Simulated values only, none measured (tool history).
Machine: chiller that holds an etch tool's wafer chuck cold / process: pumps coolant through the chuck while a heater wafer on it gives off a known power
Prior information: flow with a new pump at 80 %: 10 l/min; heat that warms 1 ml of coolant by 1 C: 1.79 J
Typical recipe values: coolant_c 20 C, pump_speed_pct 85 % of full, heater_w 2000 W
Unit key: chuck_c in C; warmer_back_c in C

{"run": 1, "hour": 0.0, "coolant_c": 20, "pump_speed_pct": 85, "heater_w": 2000, "chuck_c": 36.2, "warmer_back_c": 6.49}
{"run": 2, "hour": 70.9, "coolant_c": 20, "pump_speed_pct": 85, "heater_w": 1094, "chuck_c": 28.8, "warmer_back_c": 3.59}
{"run": 3, "hour": 165.2, "coolant_c": 20, "pump_speed_pct": 85, "heater_w": 1094, "chuck_c": 28.7, "warmer_back_c": 3.55}
{"run": 4, "hour": 225.5, "coolant_c": 19, "pump_speed_pct": 85, "heater_w": 2000, "chuck_c": 35.2, "warmer_back_c": 6.54}
{"run": 5, "hour": 273.2, "coolant_c": 19, "pump_speed_pct": 85, "heater_w": 2000, "chuck_c": 35.5, "warmer_back_c": 6.56}
{"run": 6, "hour": 340.3, "coolant_c": 19, "pump_speed_pct": 85, "heater_w": 2000, "chuck_c": 35.3, "warmer_back_c": 6.54}
{"run": 7, "hour": 407.0, "coolant_c": 20, "pump_speed_pct": 85, "heater_w": 2000, "chuck_c": 36.4, "warmer_back_c": 6.54}
{"run": 8, "hour": 489.2, "coolant_c": 20, "pump_speed_pct": 85, "heater_w": 2000, "chuck_c": 36.4, "warmer_back_c": 6.52}
{"run": 9, "hour": 564.7, "coolant_c": 20, "pump_speed_pct": 85, "heater_w": 2000, "chuck_c": 36.3, "warmer_back_c": 6.55}
{"run": 10, "hour": 638.8, "coolant_c": 20, "pump_speed_pct": 85, "heater_w": 2000, "chuck_c": 36.6, "warmer_back_c": 6.56}
{"run": 11, "hour": 702.3, "coolant_c": 20, "pump_speed_pct": 85, "heater_w": 2000, "chuck_c": 36.4, "warmer_back_c": 6.52}
{"run": 12, "hour": 767.4, "coolant_c": 20, "pump_speed_pct": 85, "heater_w": 2000, "chuck_c": 36.5, "warmer_back_c": 6.56}
{"run": 13, "hour": 815.0, "coolant_c": 20, "pump_speed_pct": 71, "heater_w": 2000, "chuck_c": 39.3, "warmer_back_c": 8.07}
{"run": 14, "hour": 877.9, "coolant_c": 20, "pump_speed_pct": 71, "heater_w": 2000, "chuck_c": 39.6, "warmer_back_c": 8.04}
{"run": 15, "hour": 966.8, "coolant_c": 27, "pump_speed_pct": 85, "heater_w": 2000, "chuck_c": 43.7, "warmer_back_c": 6.67}
{"run": 16, "hour": 1048.0, "coolant_c": 27, "pump_speed_pct": 85, "heater_w": 2000, "chuck_c": 43.7, "warmer_back_c": 6.62}

Run 17 has not been measured yet. What should we expect?
{"run": 17, "hour": 1137.9, "coolant_c": 27, "pump_speed_pct": 90, "heater_w": 1102, "chuck_c": "?", "warmer_back_c": "?"}

Logged for run 17: chuck_c 35.7 C, warmer_back_c 3.36 C.
The same run, on a tool lacking any hidden state, would have yielded chuck_c 34.8 C, warmer_back_c 3.19 C.

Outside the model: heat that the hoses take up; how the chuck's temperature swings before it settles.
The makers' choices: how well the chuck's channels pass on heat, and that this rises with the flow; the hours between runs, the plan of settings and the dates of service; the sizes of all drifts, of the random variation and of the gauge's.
